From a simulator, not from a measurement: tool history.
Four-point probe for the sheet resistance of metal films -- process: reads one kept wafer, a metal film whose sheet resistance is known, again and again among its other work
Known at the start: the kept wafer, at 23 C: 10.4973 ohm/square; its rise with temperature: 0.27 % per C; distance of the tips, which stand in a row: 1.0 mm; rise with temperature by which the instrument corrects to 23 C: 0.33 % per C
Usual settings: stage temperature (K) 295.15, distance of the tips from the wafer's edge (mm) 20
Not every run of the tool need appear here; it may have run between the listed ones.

run   hour  stage temperature (K)  distance of the tips from the wafer's edge (mm)  sheet resistance as the instrument gives it (ohm/square)
  1    0.0                 295.15                                               20                                                 10.520392
  2   16.4                 295.15                                               20                                                 10.517803
  3   28.6                 295.15                                               20                                                 10.518939
  4   44.6                 295.15                                               20                                                 10.515610
  5   58.1                 295.15                                               20                                                 10.519208
  6   79.2                 295.15                                               20                                                 10.519504
  7   93.1                 295.15                                               20                                                 10.518249
  8  109.5                 295.15                                               20                                                 10.519541
  9  123.1                 295.15                                               20                                                 10.516442
 10  137.0                 295.15                                               20                                                 10.516138
 11  153.5                 295.15                                               20                                                 10.516710
 12  174.1                 293.15                                               16                                                 10.536164
 13  189.8                 295.15                                               32                                                 10.511157
 14  202.6                 295.15                                               32                                                 10.509121
 15  216.9                 293.15                                               65                                                 10.516812
 16  230.1                 293.15                                               65                                                 10.514323
 17  249.0                 293.15                                               65                                                 10.516683
 18  266.1                 291.15                                               15                                                 10.553710
 19  286.9                 299.15                                               20                                                 10.494016
 20  303.8                 300.15                                               23                                                 10.486100
 21  316.7                 300.15                                               23                                                 10.484038
 22  331.2                 296.15                                                4                                                 10.839755

Here are 4 independent what-if runs from the current tool condition. What would each one return?
  A  345.5                 294.15                                                3                                                         ?
  B  345.5                 306.15                                                4                                                         ?
  C  345.5                 306.15                                               31                                                         ?
  D  345.5                 296.15                                               37                                                         ?

run  sheet resistance as the instrument gives it (ohm/square)
  A                                                 11.099519
  B                                                 10.776433
  C                                                 10.445534
  D                                                 10.497368
The same runs, with their run-to-run variation unchanged, on a tool lacking any hidden condition would have given:
run  sheet resistance as the instrument gives it (ohm/square)
  A                                                 11.098871
  B                                                 10.775795
  C                                                 10.444914
  D                                                 10.496750
